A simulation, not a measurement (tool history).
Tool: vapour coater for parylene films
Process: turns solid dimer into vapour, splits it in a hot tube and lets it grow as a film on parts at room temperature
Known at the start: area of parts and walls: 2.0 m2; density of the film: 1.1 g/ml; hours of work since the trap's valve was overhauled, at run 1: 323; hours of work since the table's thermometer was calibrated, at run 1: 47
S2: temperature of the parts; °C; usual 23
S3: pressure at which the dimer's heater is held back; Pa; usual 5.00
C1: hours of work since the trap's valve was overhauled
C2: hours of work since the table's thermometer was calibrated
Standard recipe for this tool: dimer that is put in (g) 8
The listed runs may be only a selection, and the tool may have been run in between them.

Run 1, hour 0.0: usual settings; C1 323; C2 47. Result: thickness of the film (um) 1.96.
Run 2, hour 32.1: usual settings; C1 347; C2 72. Result: thickness of the film (um) 1.97.
Run 3, hour 61.2: usual settings; C1 370; C2 94. Result: thickness of the film (um) 1.91.
Run 4, hour 99.2: usual settings but S3 2.07 Pa; C1 399; C2 123. Result: thickness of the film (um) 2.20.
At hour 142.3: trap's valve overhauled.
Run 5, hour 157.2: usual settings but S3 2.07 Pa; C1 11; C2 164. Result: thickness of the film (um) 2.42.
Run 6, hour 188.4: usual settings but S3 2.07 Pa; C1 35; C2 188. Result: thickness of the film (um) 2.34.
Run 7, hour 220.6: usual settings but S2 21 °C; C1 60; C2 213. Result: thickness of the film (um) 2.20.
Run 8, hour 260.5: usual settings; C1 91; C2 244. Result: thickness of the film (um) 2.07.
Run 9, hour 307.0: usual settings; C1 126; C2 280. Result: thickness of the film (um) 2.05.
Run 10, hour 330.6: usual settings but S2 26 °C; C1 145; C2 298. Result: thickness of the film (um) 1.86.
Run 11, hour 355.5: usual settings but S2 26 °C; C1 164; C2 317. Result: thickness of the film (um) 1.84.
Run 12, hour 396.7: usual settings but S2 26 °C; C1 195; C2 348. Result: thickness of the film (um) 1.86.
Run 13, hour 447.6: usual settings; C1 234; C2 387. Result: thickness of the film (um) 1.98.
Run 14, hour 500.2: usual settings but dimer that is put in (g) 9; C1 275; C2 428. Result: thickness of the film (um) 2.21.
Run 15, hour 540.9: usual settings but dimer that is put in (g) 9; C1 306; C2 459. Result: thickness of the film (um) 2.21.
Run 16, hour 567.5: usual settings but dimer that is put in (g) 9; C1 326; C2 479. Result: thickness of the film (um) 2.20.
Run 17, hour 597.3: usual settings but dimer that is put in (g) 9; C1 349; C2 502. Result: thickness of the film (um) 2.21.
Run 18, hour 645.7: usual settings but S3 2.13 Pa; C1 386; C2 539. Result: thickness of the film (um) 2.20.
Run 19, hour 672.5: usual settings; C1 407; C2 560. Result: thickness of the film (um) 1.89.
At hour 703.0: trap's valve overhauled.
Run 20, hour 713.9: usual settings; C1 8; C2 589. Result: thickness of the film (um) 2.09.
Run 21, hour 749.2: usual settings but S3 9.57 Pa; C1 35; C2 616. Result: thickness of the film (um) 1.93.
Run 22, hour 783.6: usual settings but S3 9.57 Pa; C1 62; C2 642. Result: thickness of the film (um) 1.87.
Run 23, hour 826.5: usual settings but S3 9.57 Pa; C1 95; C2 675. Result: thickness of the film (um) 1.89.
Run 24, hour 872.5: usual settings but S3 9.57 Pa; C1 130; C2 710. Result: thickness of the film (um) 1.83.
Run 25, hour 919.7: usual settings but dimer that is put in (g) 11, S2 18 °C, S3 10.16 Pa; C1 166; C2 747. Result: thickness of the film (um) 2.83.
Run 26, hour 949.1: usual settings but dimer that is put in (g) 10, S2 18 °C, S3 10.16 Pa; C1 189; C2 769. Result: thickness of the film (um) 2.61.
Run 27, hour 973.5: usual settings but dimer that is put in (g) 10, S2 18 °C, S3 10.16 Pa; C1 208; C2 788. Result: thickness of the film (um) 2.61.
Run 28, hour 1003.1: usual settings but dimer that is put in (g) 10, S2 24 °C, S3 4.17 Pa; C1 230; C2 811. Result: thickness of the film (um) 2.46.
Run 29, hour 1059.2: usual settings but dimer that is put in (g) 4; C1 273; C2 854. Result: thickness of the film (um) 0.99.
Run 30, hour 1087.0: usual settings but dimer that is put in (g) 5, S3 2.08 Pa; C1 295; C2 875. Result: thickness of the film (um) 1.34.
Run 31, hour 1114.0: usual settings but dimer that is put in (g) 3, S3 4.14 Pa; C1 315; C2 896. Result: thickness of the film (um) 0.72.
Run 32, hour 1167.4: usual settings but dimer that is put in (g) 3, S3 4.14 Pa; C1 356; C2 937. Result: thickness of the film (um) 0.71.
Run 33, hour 1202.0: usual settings but dimer that is put in (g) 11, S3 4.80 Pa; C1 383; C2 963. Result: thickness of the film (um) 2.63.
Run 34, hour 1242.7: usual settings but dimer that is put in (g) 11, S3 4.80 Pa; C1 414; C2 995. Result: thickness of the film (um) 2.59.
At hour 1265.4: trap's valve overhauled.
Run 35, hour 1272.1: usual settings but dimer that is put in (g) 3, S2 18 °C, S3 4.45 Pa; C1 5; C2 1014. Result: thickness of the film (um) 0.92.
Run 36, hour 1302.4: usual settings but dimer that is put in (g) 14, S2 17 °C, S3 2.52 Pa; C1 28; C2 1037. Result: thickness of the film (um) 4.77.
Run 37, hour 1356.1: usual settings but dimer that is put in (g) 10, S3 7.83 Pa; C1 70; C2 1078. Result: thickness of the film (um) 2.33.
Run 38, hour 1392.1: usual settings but dimer that is put in (g) 7, S3 7.83 Pa; C1 97; C2 1106. Result: thickness of the film (um) 1.64.
Run 39, hour 1419.3: usual settings but dimer that is put in (g) 13, S2 26 °C, S3 10.87 Pa; C1 118; C2 1127. Result: thickness of the film (um) 2.64.
Run 40, hour 1449.7: usual settings but dimer that is put in (g) 13, S2 26 °C, S3 10.87 Pa; C1 141; C2 1150. Result: thickness of the film (um) 2.65.
Run 41, hour 1478.0: usual settings but dimer that is put in (g) 4, S2 24 °C, S3 5.35 Pa; C1 163; C2 1172. Result: thickness of the film (um) 0.97.
Run 42, hour 1535.7: usual settings but S2 20 °C; C1 207; C2 1216. Result: thickness of the film (um) 2.14.
Run 43, hour 1582.1: usual settings; C1 243; C2 1252. Result: thickness of the film (um) 1.91.
Run 44, hour 1633.0: usual settings but dimer that is put in (g) 10, S2 17 °C, S3 2.83 Pa; C1 282; C2 1291. Result: thickness of the film (um) 3.10.
Run 45, hour 1666.1: usual settings but S2 21 °C, S3 3.04 Pa; C1 308; C2 1316. Result: thickness of the film (um) 2.13.
Run 46, hour 1708.0: usual settings but S2 16 °C, S3 8.57 Pa; C1 340; C2 1349. Result: thickness of the film (um) 2.13.

What if the next run were any one of these 3? Each begins from the tool's condition after run 46:
Run A, hour 1744.9: usual settings but dimer that is put in (g) 4, S2 16 °C, S3 8.57 Pa; C1 368; C2 1377. Result: thickness of the film (um) ?.
Run B, hour 1744.9: usual settings but dimer that is put in (g) 4, S2 27 °C; C1 368; C2 1377. Result: thickness of the film (um) ?.
Run C, hour 1744.9: usual settings but dimer that is put in (g) 3, S3 4.80 Pa; C1 368; C2 1377. Result: thickness of the film (um) ?.

run  thickness of the film (um)
  A                        1.08
  B                        0.84
  C                        0.72
With the hidden condition removed and each run's random variation left untouched, the same runs would have given:
run  thickness of the film (um)
  A                        1.21
  B                        0.94
  C                        0.80
